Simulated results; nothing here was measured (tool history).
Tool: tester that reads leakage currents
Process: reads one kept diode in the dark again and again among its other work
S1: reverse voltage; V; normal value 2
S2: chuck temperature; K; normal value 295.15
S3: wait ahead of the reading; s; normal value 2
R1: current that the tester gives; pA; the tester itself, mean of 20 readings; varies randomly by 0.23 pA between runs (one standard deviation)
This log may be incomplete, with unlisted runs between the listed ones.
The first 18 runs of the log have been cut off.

-- day=19.271 probe card cleaned and baked
run 19 day=20.008 | S1=17.45 S2=314.15 S3=2 | R1=585.41
run 20 day=21.479 | S1=17.45 S2=314.15 S3=2 | R1=586.87
run 21 day=22.571 | S1=3.58 S2=322.15 S3=2 | R1=606.34
run 22 day=23.292 | S1=3.79 S2=314.15 S3=6.28 | R1=355.88
run 23 day=24.175 | S1=3.79 S2=314.15 S3=6.28 | R1=358.99
run 24 day=25.458 | S1=5.88 S2=311.15 S3=4.48 | R1=333.54
run 25 day=26.45 | S1=5.88 S2=311.15 S3=4.48 | R1=332.15
-- day=27.396 probe card cleaned and baked, once more
run 26 day=27.95 | S1=5.88 S2=311.15 S3=4.48 | R1=329.51
run 27 day=29.067 | S1=5.88 S2=311.15 S3=4.48 | R1=328.92
run 28 day=29.775 | S1=5.88 S2=311.15 S3=4.48 | R1=329.65
run 29 day=30.683 | S1=2 S2=326.15 S3=1.08 | R1=653.25
run 30 day=31.671 | S1=2 S2=326.15 S3=1.08 | R1=653.35
run 31 day=32.775 | S1=1.06 S2=313.15 S3=5.28 | R1=219.37

Forecast each of these 4 alternatives for the next run:
run A day=34.221 | S1=12.51 S2=329.15 S3=1.06 | R1=?
run B day=34.221 | S1=12.01 S2=295.15 S3=2.74 | R1=?
run C day=34.221 | S1=2 S2=294.15 S3=6.36 | R1=?
run D day=34.221 | S1=6.09 S2=295.15 S3=6.51 | R1=?

run=A R1=1418.12
run=B R1=124.34
run=C R1=64.65
run=D R1=99.52
Without the tool's unlogged condition, the same runs would have read:
run=A R1=1480.08
run=B R1=130.58
run=C R1=68.2
run=D R1=104.75
